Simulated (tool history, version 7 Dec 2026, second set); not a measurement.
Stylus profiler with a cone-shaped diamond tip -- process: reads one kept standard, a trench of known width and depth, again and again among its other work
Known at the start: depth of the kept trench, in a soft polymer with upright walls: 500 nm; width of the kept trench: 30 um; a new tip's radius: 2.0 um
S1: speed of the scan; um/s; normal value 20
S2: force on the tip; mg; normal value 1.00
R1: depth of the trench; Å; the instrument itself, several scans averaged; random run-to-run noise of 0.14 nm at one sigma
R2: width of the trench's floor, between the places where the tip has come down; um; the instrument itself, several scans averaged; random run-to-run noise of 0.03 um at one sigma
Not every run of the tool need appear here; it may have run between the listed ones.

| run | hour | S1 | S2 | R1 | R2 |
|---|---|---|---|---|---|
| 1 | 0.0 | 20 | 1.00 | 5019.3 | 26.85 |
| 2 | 13.2 | 20 | 1.00 | 5017.6 | 26.91 |
| 3 | 29.4 | 6 | 1.00 | 5020.2 | 27.01 |
| 4 | 49.5 | 20 | 1.00 | 5018.6 | 26.87 |
| 5 | 61.3 | 20 | 1.00 | 5018.1 | 26.86 |
| 6 | 76.3 | 20 | 1.00 | 5015.6 | 26.84 |
| 7 | 93.4 | 65 | 0.56 | 5012.5 | 26.43 |
| 8 | 116.4 | 65 | 0.56 | 5014.0 | 26.43 |
| 9 | 140.5 | 65 | 0.56 | 5011.9 | 26.45 |
| 10 | 162.0 | 65 | 0.56 | 5012.5 | 26.46 |
| 11 | 176.1 | 69 | 0.80 | 5014.9 | 26.39 |

A few steps of R1 between consecutive runs. Split each: what settings, incoming material and random variation would produce without the hidden state, and what is left over for the hidden state, along with gauge scatter present in only one of the two compared results (measured, and without hidden state):
The tool's hidden condition here consists of: radius of the tip, um; height scale over the true one, %; drift of the gauge itself on depth_nm, %; drift of the gauge itself on floor_um, %.
Run 3 -> 4: S1 6 -> 20. R1 -1.6 Å: hidden state -0.2, all else -1.4.
Run 6 -> 7: S1 20 -> 65, S2 1.00 -> 0.56. R1 -3.1 Å: hidden state +0.0, all else -3.1.
